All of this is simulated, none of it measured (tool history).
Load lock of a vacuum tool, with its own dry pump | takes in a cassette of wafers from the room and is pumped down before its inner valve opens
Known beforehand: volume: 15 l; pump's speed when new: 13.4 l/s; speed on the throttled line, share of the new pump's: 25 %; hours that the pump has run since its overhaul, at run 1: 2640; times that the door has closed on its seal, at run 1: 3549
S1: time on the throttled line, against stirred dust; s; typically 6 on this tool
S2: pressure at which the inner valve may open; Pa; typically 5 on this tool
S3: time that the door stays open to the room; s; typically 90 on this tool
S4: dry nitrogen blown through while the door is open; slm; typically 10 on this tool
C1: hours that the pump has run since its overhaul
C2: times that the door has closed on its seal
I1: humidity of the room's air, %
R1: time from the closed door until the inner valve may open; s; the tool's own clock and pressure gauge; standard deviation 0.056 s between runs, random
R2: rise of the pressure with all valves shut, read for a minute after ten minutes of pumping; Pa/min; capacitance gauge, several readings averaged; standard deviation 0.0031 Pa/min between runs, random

run 1 hour=0.0 | S1=6 S2=5 S3=90 S4=10 | C1=2640 C2=3549 | I1=46.6 | R1=15.62 R2=0.088
run 2 hour=53.4 | S1=6 S2=5 S3=167 S4=10 | C1=2693 C2=3714 | I1=49.4 | R1=15.59 R2=0.117
run 3 hour=120.2 | S1=6 S2=5 S3=167 S4=10 | C1=2760 C2=3920 | I1=43.8 | R1=15.68 R2=0.115
run 4 hour=185.4 | S1=6 S2=5 S3=80 S4=10 | C1=2825 C2=4121 | I1=45.2 | R1=15.73 R2=0.084
run 5 hour=258.6 | S1=6 S2=5 S3=90 S4=10 | C1=2898 C2=4347 | I1=42.2 | R1=15.73 R2=0.089
run 6 hour=367.3 | S1=6 S2=5 S3=90 S4=10 | C1=3007 C2=4683 | I1=45.9 | R1=15.66 R2=0.096
run 7 hour=472.9 | S1=6 S2=5 S3=90 S4=10 | C1=3113 C2=5009 | I1=42.5 | R1=15.75 R2=0.094
run 8 hour=526.5 | S1=6 S2=5 S3=90 S4=10 | C1=3166 C2=5174 | I1=44.5 | R1=15.71 R2=0.093
run 9 hour=579.7 | S1=4 S2=5 S3=39 S4=10 | C1=3219 C2=5339 | I1=47.3 | R1=14.14 R2=0.072
run 10 hour=669.2 | S1=4 S2=5 S3=39 S4=10 | C1=3309 C2=5615 | I1=45.0 | R1=14.21 R2=0.071
run 11 hour=745.0 | S1=6 S2=5 S3=236 S4=18 | C1=3385 C2=5849 | I1=46.4 | R1=15.69 R2=0.110
run 12 hour=802.4 | S1=10 S2=4 S3=37 S4=22 | C1=3442 C2=6026 | I1=43.9 | R1=18.87 R2=0.055
run 13 hour=859.7 | S1=10 S2=4 S3=37 S4=22 | C1=3499 C2=6203 | I1=41.4 | R1=18.88 R2=0.053
run 14 hour=975.8 | S1=10 S2=5 S3=37 S4=22 | C1=3615 C2=6562 | I1=45.0 | R1=18.74 R2=0.060

Here are 3 independent what-if runs from the current tool condition. What would each one return?
run A hour=1032.9 | S1=6 S2=5 S3=71 S4=10 | C1=3673 C2=6738 | I1=48.0 | R1=? R2=?
run B hour=1032.9 | S1=6 S2=6 S3=37 S4=39 | C1=3673 C2=6738 | I1=47.3 | R1=? R2=?
run C hour=1032.9 | S1=4 S2=5 S3=37 S4=16 | C1=3673 C2=6738 | I1=42.6 | R1=? R2=?

run=A R1=15.63 R2=0.095
run=B R1=15.52 R2=0.050
run=C R1=14.27 R2=0.056
With the hidden condition removed and each run's random variation left untouched, the same runs would have given:
run=A R1=15.63 R2=0.070
run=B R1=15.52 R2=0.025
run=C R1=14.28 R2=0.031

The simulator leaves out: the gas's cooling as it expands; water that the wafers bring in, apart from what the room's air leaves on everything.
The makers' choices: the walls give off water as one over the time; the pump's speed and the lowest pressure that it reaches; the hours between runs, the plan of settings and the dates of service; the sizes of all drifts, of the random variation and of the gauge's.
